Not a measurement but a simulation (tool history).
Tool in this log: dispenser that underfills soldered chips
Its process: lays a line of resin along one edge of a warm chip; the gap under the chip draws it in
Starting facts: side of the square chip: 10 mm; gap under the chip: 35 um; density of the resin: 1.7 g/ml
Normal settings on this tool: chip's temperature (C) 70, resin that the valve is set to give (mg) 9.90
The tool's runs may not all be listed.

run,hour,chip's temperature (C),resin that the valve is set to give (mg),time until the resin shows at the far edge (s),resin that the valve gave (mg)
1,0.0,70,9.90,149.9,9.71
2,3.9,70,9.90,175.2,9.70
3,6.6,70,9.90,199.7,9.65
4,8.6,70,9.90,214.4,9.73
# hour 10.3: new syringe of resin
5,11.1,70,9.90,137.0,9.83
6,14.0,70,10.10,153.2,9.87
7,16.0,70,10.62,165.8,10.31
8,20.4,70,10.62,202.4,10.36
9,22.7,70,10.62,228.6,10.34
# hour 23.5: new syringe of resin
10,27.2,70,10.62,149.9,10.33
11,31.3,70,11.58,179.7,11.14
12,34.9,70,10.52,210.3,10.13
# hour 36.4: new syringe of resin
13,37.3,70,10.52,138.3,10.18
14,39.5,70,9.90,152.9,9.50
15,43.4,70,9.90,180.1,9.55
16,47.8,70,9.90,219.9,9.44
# hour 49.3: new syringe of resin
17,52.4,70,9.90,148.6,9.45
18,54.5,70,9.90,163.9,9.50
19,57.0,58,8.75,336.4,8.19
20,59.5,69,9.19,215.0,8.79
# hour 62.2: new syringe of resin
21,62.2,69,9.19,141.6,8.80
22,64.6,69,9.19,155.7,8.77
23,67.0,69,9.19,171.9,8.71
24,71.0,69,9.19,205.9,8.70
25,73.3,69,9.19,229.1,8.69
# hour 75.1: new syringe of resin
26,76.2,69,9.19,143.5,8.80
27,78.2,69,9.19,156.7,8.62
28,80.4,79,8.98,111.0,8.63
29,83.5,58,8.98,335.1,8.44
30,87.2,58,8.98,397.7,8.41
# hour 88.2: new syringe of resin
31,90.8,68,8.97,166.6,8.40
32,93.0,75,9.90,132.7,9.22
33,95.4,75,9.90,148.3,9.25
34,100.0,75,9.90,180.8,9.23
# hour 101.3: new syringe of resin
35,104.9,70,9.41,158.6,8.71

What if the next run were any one of these 5? Each begins from the tool's condition after run 35:
A,108.3,77,12.13,?,?
B,108.3,70,8.55,?,?
C,108.3,61,9.79,?,?
D,108.3,83,10.41,?,?
E,108.3,56,10.84,?,?

run,time until the resin shows at the far edge (s),resin that the valve gave (mg)
A,131.3,11.23
B,183.3,8.12
C,274.4,9.19
D,103.0,9.66
E,343.4,9.97
What these runs would have given with no unlogged condition in the tool:
run,time until the resin shows at the far edge (s),resin that the valve gave (mg)
A,91.6,12.09
B,125.9,8.74
C,189.6,9.90
D,71.9,10.40
E,238.0,10.74
